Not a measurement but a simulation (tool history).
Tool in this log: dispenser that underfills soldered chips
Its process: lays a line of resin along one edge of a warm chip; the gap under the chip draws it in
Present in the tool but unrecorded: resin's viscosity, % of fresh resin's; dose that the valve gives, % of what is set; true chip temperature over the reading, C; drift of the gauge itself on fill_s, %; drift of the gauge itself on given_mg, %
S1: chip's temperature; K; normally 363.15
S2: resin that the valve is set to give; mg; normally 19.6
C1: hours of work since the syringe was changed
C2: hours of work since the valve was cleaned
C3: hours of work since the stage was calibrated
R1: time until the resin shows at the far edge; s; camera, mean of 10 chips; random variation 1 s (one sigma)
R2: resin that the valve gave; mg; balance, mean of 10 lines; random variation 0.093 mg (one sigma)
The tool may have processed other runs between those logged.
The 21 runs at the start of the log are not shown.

| run | hour | S1 | S2 | C1 | C2 | C3 | R1 | R2 |
|---|---|---|---|---|---|---|---|---|
| 22 | 133.1 | 363.15 | 25.3 | 10 | 95 | 318 | 201.2 | 23.55 |
|  | 134.9 | new syringe of resin |
| 23 | 140.7 | 366.15 | 24.8 | 4 | 100 | 323 | 114.9 | 23.01 |
|  | 148.8 | dispensing valve cleaned and set on the balance |
| 24 | 148.8 | 370.15 | 24.0 | 9 | 0 | 328 | 151.1 | 23.95 |
|  | 152.0 | new syringe of resin |
| 25 | 155.0 | 353.15 | 18.2 | 2 | 4 | 333 | 154.6 | 18.10 |
| 26 | 161.0 | 352.15 | 19.6 | 6 | 8 | 337 | 215.3 | 19.28 |
|  | 168.2 | new syringe of resin |
| 27 | 169.2 | 376.15 | 18.0 | 1 | 14 | 342 | 68.6 | 17.82 |
| 28 | 176.0 | 349.15 | 17.7 | 5 | 19 | 347 | 221.4 | 17.52 |
|  | 184.4 | new syringe of resin |
| 29 | 184.4 | 349.15 | 17.7 | 0 | 24 | 353 | 150.2 | 17.31 |
| 30 | 193.1 | 367.15 | 21.4 | 6 | 30 | 359 | 128.9 | 20.91 |
| 31 | 198.0 | 360.15 | 21.9 | 10 | 34 | 362 | 215.2 | 21.54 |
|  | 200.7 | new syringe of resin |
| 32 | 206.2 | 372.15 | 16.7 | 4 | 39 | 368 | 99.9 | 16.23 |
| 33 | 211.7 | 372.15 | 16.7 | 8 | 43 | 372 | 132.1 | 16.20 |
|  | 217.3 | new syringe of resin |
| 34 | 219.3 | 372.15 | 16.7 | 1 | 48 | 377 | 80.8 | 16.35 |
| 35 | 226.1 | 354.15 | 18.6 | 6 | 53 | 381 | 197.7 | 17.89 |
|  | 233.8 | new syringe of resin |
| 36 | 235.7 | 359.15 | 19.3 | 1 | 59 | 388 | 117.8 | 18.54 |
| 37 | 243.2 | 378.15 | 17.2 | 7 | 65 | 393 | 103.3 | 16.53 |

3 ways to go on from here, each from the tool as it stands after run 37. What would each give?
|  | 250.2 | new syringe of resin |
| A | 251.3 | 378.15 | 24.9 | 1 | 70 | 399 | ? | ? |
|  | 250.2 | new syringe of resin |
| B | 251.3 | 349.15 | 17.1 | 1 | 70 | 399 | ? | ? |
|  | 250.2 | new syringe of resin |
| C | 251.3 | 350.15 | 24.0 | 1 | 70 | 399 | ? | ? |

| run | R1 | R2 |
|---|---|---|
| A | 63.3 | 23.77 |
| B | 159.0 | 16.22 |
| C | 149.2 | 22.72 |
With no hidden state in the tool, these same runs would have given:
| run | R1 | R2 |
|---|---|---|
| A | 61.9 | 24.97 |
| B | 155.2 | 17.04 |
| C | 146.9 | 23.87 |

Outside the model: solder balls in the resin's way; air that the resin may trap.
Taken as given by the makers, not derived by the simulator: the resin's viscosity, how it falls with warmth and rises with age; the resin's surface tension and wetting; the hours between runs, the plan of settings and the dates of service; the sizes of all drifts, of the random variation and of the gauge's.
